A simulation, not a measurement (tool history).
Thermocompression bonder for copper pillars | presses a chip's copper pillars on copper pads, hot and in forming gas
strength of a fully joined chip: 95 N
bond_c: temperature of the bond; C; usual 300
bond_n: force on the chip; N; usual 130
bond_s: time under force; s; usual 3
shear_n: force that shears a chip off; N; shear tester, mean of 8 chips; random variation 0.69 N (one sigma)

{"run": 1, "day": 0.0, "bond_c": 300, "bond_n": 130, "bond_s": 3, "shear_n": 55.0}
{"run": 2, "day": 0.454, "bond_c": 300, "bond_n": 130, "bond_s": 3, "shear_n": 56.5}
{"run": 3, "day": 1.008, "bond_c": 300, "bond_n": 130, "bond_s": 3, "shear_n": 56.5}
{"run": 4, "day": 1.383, "bond_c": 300, "bond_n": 130, "bond_s": 3, "shear_n": 56.7}
{"run": 5, "day": 1.767, "bond_c": 300, "bond_n": 130, "bond_s": 3, "shear_n": 56.4}
{"run": 6, "day": 2.167, "bond_c": 300, "bond_n": 130, "bond_s": 3, "shear_n": 56.3}
{"run": 7, "day": 2.875, "bond_c": 300, "bond_n": 130, "bond_s": 3, "shear_n": 56.0}
{"run": 8, "day": 3.429, "bond_c": 300, "bond_n": 130, "bond_s": 3, "shear_n": 56.3}
{"run": 9, "day": 4.304, "bond_c": 300, "bond_n": 130, "bond_s": 3, "shear_n": 56.7}
{"run": 10, "day": 4.925, "bond_c": 300, "bond_n": 130, "bond_s": 3, "shear_n": 55.7}
{"run": 11, "day": 5.788, "bond_c": 300, "bond_n": 130, "bond_s": 3, "shear_n": 55.5}
{"run": 12, "day": 6.225, "bond_c": 300, "bond_n": 130, "bond_s": 5, "shear_n": 64.3}
{"run": 13, "day": 6.667, "bond_c": 300, "bond_n": 130, "bond_s": 5, "shear_n": 65.1}
{"run": 14, "day": 7.304, "bond_c": 300, "bond_n": 130, "bond_s": 3, "shear_n": 56.0}
{"run": 15, "day": 8.121, "bond_c": 282, "bond_n": 130, "bond_s": 3, "shear_n": 44.4}
{"run": 16, "day": 8.979, "bond_c": 329, "bond_n": 130, "bond_s": 3, "shear_n": 71.2}
{"run": 17, "day": 9.779, "bond_c": 329, "bond_n": 130, "bond_s": 3, "shear_n": 72.0}
{"run": 18, "day": 10.246, "bond_c": 329, "bond_n": 130, "bond_s": 3, "shear_n": 72.6}
{"run": 19, "day": 10.6, "bond_c": 329, "bond_n": 130, "bond_s": 3, "shear_n": 72.2}
{"run": 20, "day": 11.179, "bond_c": 329, "bond_n": 130, "bond_s": 3, "shear_n": 72.7}
{"run": 21, "day": 11.862, "bond_c": 329, "bond_n": 130, "bond_s": 3, "shear_n": 72.3}
{"run": 22, "day": 12.517, "bond_c": 300, "bond_n": 130, "bond_s": 6, "shear_n": 67.2}
{"run": 23, "day": 13.354, "bond_c": 300, "bond_n": 130, "bond_s": 6, "shear_n": 67.3}
{"run": 24, "day": 13.992, "bond_c": 300, "bond_n": 130, "bond_s": 6, "shear_n": 67.2}
{"run": 25, "day": 14.75, "bond_c": 300, "bond_n": 143, "bond_s": 8, "shear_n": 74.3}
{"run": 26, "day": 15.554, "bond_c": 300, "bond_n": 143, "bond_s": 8, "shear_n": 76.8}
{"run": 27, "day": 16.138, "bond_c": 300, "bond_n": 143, "bond_s": 8, "shear_n": 74.1}
{"day": 16.208, "done": "forming gas filter changed"}
{"run": 28, "day": 16.962, "bond_c": 326, "bond_n": 130, "bond_s": 2, "shear_n": 65.8}
{"day": 17.1, "done": "heater calibrated with a thermocouple chip"}
{"run": 29, "day": 17.604, "bond_c": 288, "bond_n": 130, "bond_s": 3, "shear_n": 51.8}
{"run": 30, "day": 18.046, "bond_c": 295, "bond_n": 103, "bond_s": 3, "shear_n": 45.6}
{"run": 31, "day": 18.8, "bond_c": 295, "bond_n": 103, "bond_s": 3, "shear_n": 45.9}
{"day": 19.521, "done": "heater calibrated with a thermocouple chip, once more"}
{"run": 32, "day": 19.733, "bond_c": 295, "bond_n": 97, "bond_s": 3, "shear_n": 40.6}
{"run": 33, "day": 20.579, "bond_c": 300, "bond_n": 169, "bond_s": 3, "shear_n": 68.6}
{"run": 34, "day": 21.371, "bond_c": 300, "bond_n": 169, "bond_s": 3, "shear_n": 67.7}
{"run": 35, "day": 21.983, "bond_c": 300, "bond_n": 169, "bond_s": 3, "shear_n": 66.9}
{"run": 36, "day": 22.762, "bond_c": 300, "bond_n": 106, "bond_s": 2, "shear_n": 41.4}
{"run": 37, "day": 23.533, "bond_c": 273, "bond_n": 141, "bond_s": 3, "shear_n": 42.5}

Run 38 comes next. What will it give?
{"run": 38, "day": 24.058, "bond_c": 273, "bond_n": 141, "bond_s": 3, "shear_n": "?"}

shear_n: 42.1 N
Without the tool's hidden state the same run would have given shear_n 41.4 N.
